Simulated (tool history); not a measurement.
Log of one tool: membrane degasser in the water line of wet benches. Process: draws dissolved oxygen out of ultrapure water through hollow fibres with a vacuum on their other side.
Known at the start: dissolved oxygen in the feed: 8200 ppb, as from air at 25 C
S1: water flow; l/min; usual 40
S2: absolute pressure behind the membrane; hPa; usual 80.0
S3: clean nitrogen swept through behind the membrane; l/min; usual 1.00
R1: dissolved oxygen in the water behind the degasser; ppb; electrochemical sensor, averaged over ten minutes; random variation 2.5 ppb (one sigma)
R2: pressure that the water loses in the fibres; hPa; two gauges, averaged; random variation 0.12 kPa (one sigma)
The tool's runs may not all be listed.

run 1 hour=0.0 | S1=40 S2=80.0 S3=1.00 | R1=427.2 R2=309.2
run 2 hour=110.0 | S1=40 S2=80.0 S3=1.00 | R1=422.9 R2=309.1
run 3 hour=184.2 | S1=40 S2=84.5 S3=1.00 | R1=459.2 R2=309.4
run 4 hour=287.1 | S1=40 S2=84.5 S3=1.00 | R1=459.7 R2=308.8
run 5 hour=390.6 | S1=40 S2=80.0 S3=0.90 | R1=463.3 R2=308.7
run 6 hour=483.1 | S1=40 S2=80.0 S3=0.90 | R1=460.6 R2=307.8
-- hour=489.4 vacuum gauge calibrated
run 7 hour=565.0 | S1=40 S2=80.0 S3=1.00 | R1=442.4 R2=308.4
run 8 hour=673.4 | S1=40 S2=80.0 S3=1.00 | R1=438.3 R2=310.4
run 9 hour=780.0 | S1=40 S2=80.0 S3=1.00 | R1=439.4 R2=308.3
run 10 hour=871.5 | S1=40 S2=80.0 S3=1.00 | R1=439.9 R2=310.2
run 11 hour=984.8 | S1=40 S2=80.0 S3=1.00 | R1=437.3 R2=310.1
run 12 hour=1056.8 | S1=40 S2=80.0 S3=1.00 | R1=441.2 R2=308.9
run 13 hour=1115.5 | S1=29 S2=93.9 S3=1.34 | R1=328.3 R2=225.1
run 14 hour=1188.9 | S1=30 S2=189.7 S3=0.92 | R1=1014.1 R2=232.3
-- hour=1242.4 vacuum gauge calibrated, once more
run 15 hour=1307.1 | S1=46 S2=172.3 S3=0.71 | R1=1434.0 R2=355.9
run 16 hour=1432.1 | S1=45 S2=80.0 S3=1.00 | R1=446.1 R2=349.9
run 17 hour=1539.0 | S1=45 S2=80.0 S3=1.00 | R1=444.9 R2=348.6
run 18 hour=1664.0 | S1=45 S2=80.0 S3=1.00 | R1=446.3 R2=347.2
run 19 hour=1767.7 | S1=40 S2=176.2 S3=1.00 | R1=1057.7 R2=311.3
run 20 hour=1853.5 | S1=56 S2=86.5 S3=1.10 | R1=567.2 R2=434.5
run 21 hour=1959.9 | S1=55 S2=86.5 S3=1.64 | R1=434.6 R2=423.8
run 22 hour=2055.7 | S1=55 S2=86.5 S3=1.64 | R1=429.8 R2=427.3
run 23 hour=2168.5 | S1=55 S2=86.5 S3=1.64 | R1=432.1 R2=427.7

Measured less the same run without the tool's hidden state. The same run-to-run variation is in both; the gauge's scatter may not be:
The hidden state here: membrane still open, %; true pressure behind the membrane over the reading, kPa; air that leaks in behind the membrane, l/min; drift of the gauge itself on oxygen_ppb, %; drift of the gauge itself on loss_of_pressure_kpa, %.
run=1 R1=+21.8 R2=+0.8
run=2 R1=+22.0 R2=+0.9
run=3 R1=+22.3 R2=+0.9
run=4 R1=+22.8 R2=+1.0
run=5 R1=+25.1 R2=+1.1
run=6 R1=+25.5 R2=+1.2
run=7 R1=+37.8 R2=+1.3
run=8 R1=+37.9 R2=+1.3
run=9 R1=+38.3 R2=+1.5
run=10 R1=+38.7 R2=+1.6
run=11 R1=+38.9 R2=+1.7
run=12 R1=+39.5 R2=+1.8
run=13 R1=+25.7 R2=+1.3
run=14 R1=+32.5 R2=+1.4
run=15 R1=-4.8 R2=+2.3
run=16 R1=-1.5 R2=+2.3
run=17 R1=-1.0 R2=+2.4
run=18 R1=-0.3 R2=+2.6
run=19 R1=+1.4 R2=+2.4
run=20 R1=+0.9 R2=+3.5
run=21 R1=+2.6 R2=+3.6
run=22 R1=+2.9 R2=+3.7
run=23 R1=+3.3 R2=+3.9
